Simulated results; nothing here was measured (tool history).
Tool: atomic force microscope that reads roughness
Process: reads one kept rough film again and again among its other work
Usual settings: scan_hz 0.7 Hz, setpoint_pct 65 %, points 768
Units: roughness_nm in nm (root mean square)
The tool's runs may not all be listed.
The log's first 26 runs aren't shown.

run    hour  scan_hz  setpoint_pct  points  pictures with this tip  hours of work since the height scale was calibrated  roughness_nm
      628.4  -- new tip fitted
 27   639.1      0.7            85     768                      15                                                   92           4.5
 28   655.3    2.299            57     768                      38                                                  104          4.57
 29   679.8      0.7            79     751                      71                                                  122         4.444
 30   713.1      0.7            79     751                     118                                                  146         4.352
 31   731.3    1.248            87     445                     143                                                  159         3.919
 32   746.7      0.7            86     331                     164                                                  171         4.119
      752.9  -- new tip fitted
 33   774.5    0.695            83     262                      30                                                  191         4.506
 34   800.6    0.695            83     262                      66                                                  210         4.384
 35   823.2      0.7            77     534                      98                                                  226         4.406
 36   854.6      0.7            77     534                     141                                                  249         4.289
        877  -- new tip fitted
 37   882.3      0.7            79     569                       7                                                  269         4.617
 38     899      0.7            79     569                      30                                                  281         4.557
 39   922.3    2.863            57     610                      62                                                  298         4.427
 40   947.8    2.863            57     610                      98                                                  317          4.34
 41   973.8    2.863            57     610                     134                                                  335         4.277
     1001.3  -- new tip fitted
 42  1001.3    2.863            57     610                       0                                                  355         4.602
 43  1025.5    0.542            65     768                      34                                                  373         4.672
 44  1059.7    1.692            56     987                      81                                                  398         4.542
 45  1076.7    1.692            80     987                     105                                                  410         4.017
 46  1096.4    0.756            67     323                     132                                                  424         4.383
     1126.1  -- new tip fitted
 47  1126.1    0.536            73     614                       0                                                  446         4.707
 48  1156.3    0.536            73     614                      42                                                  468         4.616
 49  1182.3      0.7            63     847                      78                                                  487         4.558
 50  1204.8      0.7            63     847                     110                                                  503         4.467
 51  1238.8      0.7            63     695                     157                                                  528         4.387

Forecast each of these 3 alternatives for the next run:
     1251.8  -- new tip fitted
  A  1253.6    0.806            73     257                       2                                                  538             ?
     1251.8  -- new tip fitted
  B  1253.6    1.446            65     529                       2                                                  538             ?
     1251.8  -- new tip fitted
  C  1253.6      0.7            65     819                       2                                                  538             ?

run  roughness_nm
  A         4.643
  B         4.654
  C         4.801
Without the tool's hidden state the same runs would have given:
run  roughness_nm
  A         4.664
  B         4.675
  C         4.823
